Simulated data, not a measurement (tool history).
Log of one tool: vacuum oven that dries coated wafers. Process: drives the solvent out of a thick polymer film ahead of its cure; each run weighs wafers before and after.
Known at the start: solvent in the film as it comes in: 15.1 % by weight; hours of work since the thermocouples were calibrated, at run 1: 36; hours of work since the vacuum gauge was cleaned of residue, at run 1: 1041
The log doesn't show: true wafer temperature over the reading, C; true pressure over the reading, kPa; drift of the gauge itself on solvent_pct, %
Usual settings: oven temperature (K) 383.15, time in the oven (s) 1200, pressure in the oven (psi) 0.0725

run,hour,oven temperature (K),time in the oven (s),pressure in the oven (psi),hours of work since the thermocouples were calibrated,hours of work since the vacuum gauge was cleaned of residue,solvent left in the film (%)
1,0.0,383.15,1200,0.0725,36,1041,3.28
2,76.8,383.15,1200,0.0725,68,1073,3.37
3,128.2,383.15,1200,0.0725,89,1095,3.40
4,174.2,392.15,1200,0.0725,109,1114,1.49
5,231.4,392.15,1200,0.0725,133,1138,1.49
6,314.5,369.15,1200,0.0725,167,1173,7.62
7,350.0,369.15,1200,0.0725,182,1187,7.42
8,390.5,383.15,1200,0.0725,199,1204,3.33
9,436.8,383.15,1200,0.0725,218,1224,3.42
10,471.7,383.15,1200,0.0725,233,1238,3.38
# hour 481.1: vacuum gauge cleaned of residue and calibrated
11,507.9,383.15,1200,0.0725,247,11,3.77
12,587.0,383.15,1200,0.0725,280,44,3.74
13,666.0,383.15,1200,0.0725,313,77,3.79
14,720.7,383.15,1200,0.0725,336,100,3.72
15,763.4,383.15,1200,0.0725,354,118,3.69
16,800.6,383.15,1200,0.0725,369,133,3.82
17,841.2,383.15,1200,0.0725,386,150,3.88
# hour 872.2: vacuum gauge cleaned of residue and calibrated, once more
18,911.6,377.15,1200,0.1910,415,16,5.56
19,971.3,388.15,1260,0.0399,440,41,1.60
20,1009.3,388.15,1260,0.0399,456,57,1.61
21,1045.6,391.15,840,0.2129,471,72,2.99
22,1112.9,383.15,1320,0.1713,499,100,3.31
23,1172.8,385.15,1200,0.0725,524,125,2.48
24,1247.0,377.15,1200,0.0934,555,156,5.01
25,1333.1,374.15,1260,0.0934,591,192,5.83
26,1408.2,383.15,780,0.2532,622,224,5.99
27,1469.4,386.15,1080,0.1804,648,249,3.39
28,1535.7,389.15,1080,0.1804,676,277,2.68
29,1597.3,389.15,1080,0.1804,701,303,2.63

Hidden state at the last listed run before each entry between runs and at the first one after, where it differs:
Between runs 10 and 11: vacuum gauge cleaned of residue and calibrated (hour 481.1)
  true wafer temperature over the reading, C: -0.58 -> -0.59; true pressure over the reading, kPa: 0.541 -> 0.898
  measured less the result without the state, solvent left in the film (%): +0.56 -> +0.85
Between runs 17 and 18: vacuum gauge cleaned of residue and calibrated, once more (hour 872.2)
  true wafer temperature over the reading, C: -0.76 -> -0.79; true pressure over the reading, kPa: 0.954 -> 0.008
  measured less the result without the state, solvent left in the film (%): +0.93 -> +0.25
